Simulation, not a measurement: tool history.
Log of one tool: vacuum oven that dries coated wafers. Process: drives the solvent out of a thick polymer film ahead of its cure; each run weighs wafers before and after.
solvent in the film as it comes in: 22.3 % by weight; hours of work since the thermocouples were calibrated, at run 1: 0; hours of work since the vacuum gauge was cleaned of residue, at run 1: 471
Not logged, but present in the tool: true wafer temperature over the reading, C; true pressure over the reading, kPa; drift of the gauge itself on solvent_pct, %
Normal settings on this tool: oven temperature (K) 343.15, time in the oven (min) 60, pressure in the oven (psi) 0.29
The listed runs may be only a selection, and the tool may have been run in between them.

run   hour  oven temperature (K)  time in the oven (min)  pressure in the oven (psi)  hours of work since the thermocouples were calibrated  hours of work since the vacuum gauge was cleaned of residue  solvent left in the film (%)
  1    0.0                343.15                      60                        0.29                                                      0                                                          471                          1.76
  2   25.2                343.15                      60                        0.29                                                     15                                                          486                          1.76
  3   46.9                343.15                      60                        0.29                                                     28                                                          499                          1.74
  4   71.7                343.15                      60                        0.29                                                     43                                                          514                          1.78
  5   87.8                355.15                      60                        0.29                                                     53                                                          524                          0.50
      90.9  -- oven's thermocouples calibrated
  6  116.3                343.15                      60                        0.32                                                     15                                                          540                          1.75
  7  136.7                343.15                      60                        0.32                                                     28                                                          552                          1.80
  8  155.1                343.15                      57                        0.29                                                     39                                                          563                          1.87

What does the tool deliver on the next run?
  9  166.2                343.15                      57                        0.29                                                     45                                                          570                             ?

solvent left in the film (%): 1.93
On a tool with no hidden condition, and with the same random variation, this run would have come out at solvent left in the film (%) 1.96.
